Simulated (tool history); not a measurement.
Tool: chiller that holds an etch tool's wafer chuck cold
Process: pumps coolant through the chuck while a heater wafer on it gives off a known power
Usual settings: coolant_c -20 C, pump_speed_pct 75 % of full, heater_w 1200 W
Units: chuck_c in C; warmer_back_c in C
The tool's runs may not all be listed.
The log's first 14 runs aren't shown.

run	hour	coolant_c	pump_speed_pct	heater_w	chuck_c	warmer_back_c
15	1356.6	-20	75	609	-15.2	2.57
16	1459.8	-14	75	1200	-4.5	4.81
17	1600.7	-14	75	1200	-4.3	4.85
# hour 1610.9: gauge calibrated
# hour 1615.9: coolant pump overhauled
18	1709.0	-20	82	628	-15.4	2.16
19	1791.9	-20	87	628	-15.8	2.02
20	1860.9	-14	85	1795	-1.4	5.89
21	1918.9	-17	85	739	-11.9	2.46
# hour 1952.1: coolant changed, channels flushed
22	1992.9	-17	85	739	-11.8	2.45
23	2076.5	-17	85	739	-12.0	2.53
24	2211.6	-11	62	739	-3.7	3.52
25	2350.9	-19	62	1702	-2.7	8.06
26	2465.9	-29	75	1200	-19.5	4.64
# hour 2529.9: chiller's thermometer calibrated
27	2551.9	-20	75	744	-14.2	3.01
28	2629.6	-20	87	634	-15.7	2.25
29	2751.2	-20	80	634	-15.4	2.45
30	2862.6	-20	75	1184	-10.7	4.77
31	2975.2	-26	75	632	-21.0	2.69
32	3039.8	-26	75	632	-20.9	2.68

The next listed run, before its measurement:
33	3110.7	-29	81	673	?	?

Run 33 gave chuck_c -24.0 C, warmer_back_c 2.68 C.
Without the tool's hidden state the same run would have given chuck_c -24.0 C, warmer_back_c 2.32 C.

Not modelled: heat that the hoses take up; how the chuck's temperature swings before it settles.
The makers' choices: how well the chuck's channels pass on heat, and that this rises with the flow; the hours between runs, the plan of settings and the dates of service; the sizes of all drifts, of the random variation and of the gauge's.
